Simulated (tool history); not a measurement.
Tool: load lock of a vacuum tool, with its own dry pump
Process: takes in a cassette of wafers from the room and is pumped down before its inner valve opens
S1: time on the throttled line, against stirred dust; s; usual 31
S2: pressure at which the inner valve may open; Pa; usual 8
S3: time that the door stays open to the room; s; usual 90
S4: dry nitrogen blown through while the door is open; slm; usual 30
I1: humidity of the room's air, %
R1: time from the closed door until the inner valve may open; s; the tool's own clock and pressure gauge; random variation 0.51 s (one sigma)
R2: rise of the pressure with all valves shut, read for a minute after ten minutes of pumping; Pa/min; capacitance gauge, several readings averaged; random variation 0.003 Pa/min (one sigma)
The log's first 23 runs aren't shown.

| run | hour | S1 | S2 | S3 | S4 | I1 | R1 | R2 |
|---|---|---|---|---|---|---|---|---|
| 24 | 1634.6 | 18 | 9 | 90 | 30 | 44.7 | 61.0 | 0.180 |
| 25 | 1685.7 | 18 | 9 | 90 | 30 | 45.4 | 61.6 | 0.181 |
| 26 | 1732.5 | 55 | 9 | 186 | 36 | 46.9 | 86.9 | 0.182 |
| 27 | 1782.6 | 31 | 16 | 90 | 30 | 44.4 | 67.7 | 0.184 |
| 28 | 1832.8 | 31 | 15 | 90 | 30 | 41.8 | 68.3 | 0.185 |
| 29 | 1895.1 | 24 | 8 | 90 | 26 | 43.6 | 66.7 | 0.187 |
| 30 | 1963.2 | 24 | 14 | 90 | 6 | 41.3 | 63.3 | 0.196 |
| 31 | 2062.0 | 24 | 14 | 90 | 6 | 44.0 | 63.8 | 0.201 |
| 32 | 2123.6 | 35 | 8 | 27 | 30 | 43.7 | 73.3 | 0.186 |
| 33 | 2205.4 | 23 | 8 | 90 | 19 | 49.9 | 65.2 | 0.204 |
| 34 | 2266.7 | 23 | 8 | 90 | 4 | 44.0 | 66.2 | 0.214 |
| 35 | 2310.6 | 23 | 9 | 70 | 14 | 45.0 | 65.2 | 0.214 |
| 36 | 2375.8 | 20 | 12 | 202 | 19 | 46.9 | 61.3 | 0.226 |
| 37 | 2458.4 | 30 | 8 | 65 | 30 | 40.6 | 71.2 | 0.207 |

Forecast each of these 4 alternatives for the next run:
| A | 2558.1 | 60 | 16 | 65 | 43 | 46.7 | ? | ? |
| B | 2558.1 | 31 | 8 | 90 | 11 | 45.1 | ? | ? |
| C | 2558.1 | 30 | 11 | 65 | 30 | 43.6 | ? | ? |
| D | 2558.1 | 16 | 8 | 80 | 4 | 48.8 | ? | ? |

| run | R1 | R2 |
|---|---|---|
| A | 88.2 | 0.210 |
| B | 71.0 | 0.220 |
| C | 69.1 | 0.204 |
| D | 61.4 | 0.230 |
Without the tool's hidden state the same runs would have given:
| run | R1 | R2 |
|---|---|---|
| A | 85.9 | 0.019 |
| B | 67.7 | 0.029 |
| C | 65.9 | 0.016 |
| D | 57.6 | 0.040 |

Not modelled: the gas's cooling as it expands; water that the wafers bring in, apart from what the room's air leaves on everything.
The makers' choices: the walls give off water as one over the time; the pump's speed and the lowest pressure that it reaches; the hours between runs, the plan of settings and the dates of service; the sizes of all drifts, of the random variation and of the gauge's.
